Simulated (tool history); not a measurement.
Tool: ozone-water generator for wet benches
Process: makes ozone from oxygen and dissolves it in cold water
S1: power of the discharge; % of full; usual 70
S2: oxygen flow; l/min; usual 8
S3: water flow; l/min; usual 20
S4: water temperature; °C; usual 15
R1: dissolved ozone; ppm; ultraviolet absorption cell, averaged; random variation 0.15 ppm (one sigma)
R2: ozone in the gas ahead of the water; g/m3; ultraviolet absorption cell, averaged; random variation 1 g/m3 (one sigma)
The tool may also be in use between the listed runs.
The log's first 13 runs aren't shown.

Run 14, hour 626.5: usual settings. Result: R1 19.5 ppm, R2 174 g/m3.
Run 15, hour 678.1: usual settings. Result: R1 19.4 ppm, R2 174.2 g/m3.
At hour 684.4: gauge calibrated.
Run 16, hour 712.3: usual settings. Result: R1 19.5 ppm, R2 177.8 g/m3.
Run 17, hour 776: usual settings. Result: R1 19.3 ppm, R2 176.7 g/m3.
Run 18, hour 817.8: usual settings but S1 49 % of full, S2 5.4 l/min, S3 15 l/min, S4 11 °C. Result: R1 19.4 ppm, R2 154.2 g/m3.
Run 19, hour 860.4: usual settings but S1 54 % of full, S2 6.1 l/min, S4 9 °C. Result: R1 16.6 ppm, R2 158.8 g/m3.
Run 20, hour 892.2: usual settings but S1 54 % of full, S2 6.1 l/min, S4 9 °C. Result: R1 16.6 ppm, R2 160.5 g/m3.
Run 21, hour 925: usual settings but S1 54 % of full, S2 6.1 l/min, S4 9 °C. Result: R1 16.6 ppm, R2 159.4 g/m3.
Run 22, hour 982.6: usual settings but S1 74 % of full, S2 4.92 l/min, S3 26 l/min, S4 17 °C. Result: R1 14.1 ppm, R2 226.4 g/m3.
Run 23, hour 1048.9: usual settings but S1 50 % of full, S2 11.47 l/min, S3 24 l/min. Result: R1 12.7 ppm, R2 114.1 g/m3.
Run 24, hour 1080.5: usual settings but S1 50 % of full, S2 11.47 l/min, S3 28 l/min, S4 12 °C. Result: R1 11.5 ppm, R2 114.8 g/m3.
Run 25, hour 1144.8: usual settings but S1 71 % of full, S2 11.47 l/min, S4 12 °C. Result: R1 20.7 ppm, R2 153.2 g/m3.
Run 26, hour 1184.7: usual settings but S1 71 % of full, S2 4.5 l/min, S4 9 °C. Result: R1 19.5 ppm, R2 223.9 g/m3.
At hour 1196.7: water thermometer calibrated.
Run 27, hour 1235.3: usual settings but S1 71 % of full, S2 4.5 l/min, S4 9 °C. Result: R1 19.3 ppm, R2 223.6 g/m3.
Run 28, hour 1304.3: usual settings but S2 7.76 l/min, S3 30 l/min, S4 10 °C. Result: R1 13.8 ppm, R2 174.5 g/m3.
Run 29, hour 1346.8: usual settings but S2 7.76 l/min, S3 30 l/min, S4 10 °C. Result: R1 13.8 ppm, R2 175.8 g/m3.
Run 30, hour 1413: usual settings but S1 73 % of full, S2 6.73 l/min, S3 30 l/min, S4 16 °C. Result: R1 12.8 ppm, R2 191.9 g/m3.
Run 31, hour 1444.2: usual settings but S1 73 % of full, S2 6.73 l/min, S3 30 l/min, S4 16 °C. Result: R1 13 ppm, R2 192.3 g/m3.
Run 32, hour 1475.1: usual settings but S1 73 % of full, S2 6.73 l/min, S3 30 l/min, S4 16 °C. Result: R1 12.7 ppm, R2 188.6 g/m3.
Run 33, hour 1543.1: usual settings but S1 73 % of full, S2 6.73 l/min, S3 30 l/min, S4 16 °C. Result: R1 13 ppm, R2 190.1 g/m3.

Forecast each of these 3 alternatives for the next run:
Run A, hour 1603.8: usual settings but S3 21 l/min, S4 8 °C. Result: R1 ?, R2 ?.
Run B, hour 1603.8: usual settings but S1 48 % of full, S2 11.17 l/min. Result: R1 ?, R2 ?.
Run C, hour 1603.8: usual settings but S1 62 % of full, S2 6.73 l/min, S3 30 l/min, S4 10 °C. Result: R1 ?, R2 ?.

run    R1     R2
  A  20.7  171.3
  B  14.2  107.5
  C  11.8  165.7
Without the tool's hidden state the same runs would have given:
run    R1     R2
  A  20.8  178.4
  B  14.2    112
  C  11.8  172.6
